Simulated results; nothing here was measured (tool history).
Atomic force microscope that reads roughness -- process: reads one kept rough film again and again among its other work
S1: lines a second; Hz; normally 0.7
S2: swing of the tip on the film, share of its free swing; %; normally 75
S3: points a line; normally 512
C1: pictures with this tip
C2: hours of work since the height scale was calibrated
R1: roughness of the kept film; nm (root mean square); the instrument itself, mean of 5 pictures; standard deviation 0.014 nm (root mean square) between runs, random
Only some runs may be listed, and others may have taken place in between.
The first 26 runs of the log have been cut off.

run,hour,S1,S2,S3,C1,C2,R1
27,197.6,2.846,75,512,93,250,2.151
28,204.8,3.795,75,512,102,253,1.948
# hour 211.6: new tip fitted
29,211.7,3.795,60,512,1,257,3.06
30,221.9,0.7,75,310,13,262,3.115
31,232,0.7,89,658,26,267,2.852
32,238.3,0.7,89,658,33,270,2.783
33,244.1,0.7,83,658,41,273,2.815
34,250.2,3.577,62,379,48,276,2.585
35,256.8,2.636,62,440,56,280,2.619
36,264,0.69,83,512,65,283,2.613
37,269.3,0.69,83,512,72,286,2.564
38,277.8,0.712,77,544,82,291,2.558
39,287.6,0.7,90,512,94,296,2.363
40,295.1,0.726,62,514,103,299,2.533
# hour 299.8: new tip fitted
41,303.4,0.726,62,514,4,303,3.384
42,308.1,0.726,62,514,10,306,3.311
43,312.7,3.598,79,820,16,308,2.403
44,317.3,0.528,59,512,21,311,3.241
45,326.7,0.528,59,512,33,315,3.127
46,333.4,0.55,69,512,41,319,2.986
47,341.3,3.23,86,575,51,323,2.02
48,347.2,1.967,81,806,58,326,2.404

What will run 49 give?
49,355.1,1.907,75,314,68,330,?

{"run 49": {"R1": 2.425}}
Minus the tool's unlogged condition, the same run would have read R1 2.955 nm (root mean square).

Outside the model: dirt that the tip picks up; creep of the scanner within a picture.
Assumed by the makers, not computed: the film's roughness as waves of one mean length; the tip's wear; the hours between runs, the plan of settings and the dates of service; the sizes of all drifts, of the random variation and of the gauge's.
